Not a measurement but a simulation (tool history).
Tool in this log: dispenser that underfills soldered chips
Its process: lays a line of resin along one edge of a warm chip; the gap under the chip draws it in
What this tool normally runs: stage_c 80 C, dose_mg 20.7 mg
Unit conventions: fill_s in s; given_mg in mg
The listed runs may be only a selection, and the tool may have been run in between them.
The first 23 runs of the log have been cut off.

run   hour  stage_c  dose_mg  fill_s  given_mg
 24  104.5       70     22.7   104.6     21.45
 25  108.8       86       22    80.2     20.68
     110.5  -- new syringe of resin
 26  113.5       74     25.6      71     23.96
 27  116.3       74     25.6      83     23.87
 28  122.6       74     25.6   117.7     23.75
     124.6  -- new syringe of resin
 29  126.7       74     25.6    67.2      23.8
 30  129.3       70     25.3    89.1     23.39
 31  134.8       70     25.3   122.7     23.39
     138.3  -- new syringe of resin
 32  140.2       71     26.5    72.8     24.43
 33  143.5       83     18.1    66.2     16.41
     145.3  -- dispensing valve cleaned and set on the balance
 34    150       80     21.5    91.1     21.39
       153  -- new syringe of resin
 35  155.7       80     21.5    56.7     21.19

Alternative continuations, all from the tool just after run 35; predict every row:
  A  160.9       66     21.5       ?         ?
  B  160.9       75     24.4       ?         ?
  C  160.9       81     21.5       ?         ?

run  fill_s  given_mg
  A   119.4     21.21
  B    87.5     24.25
  C    73.6      21.3
Without the tool's hidden state the same runs would have given:
run  fill_s  given_mg
  A    81.7     21.41
  B    59.8     24.48
  C    50.2     21.51
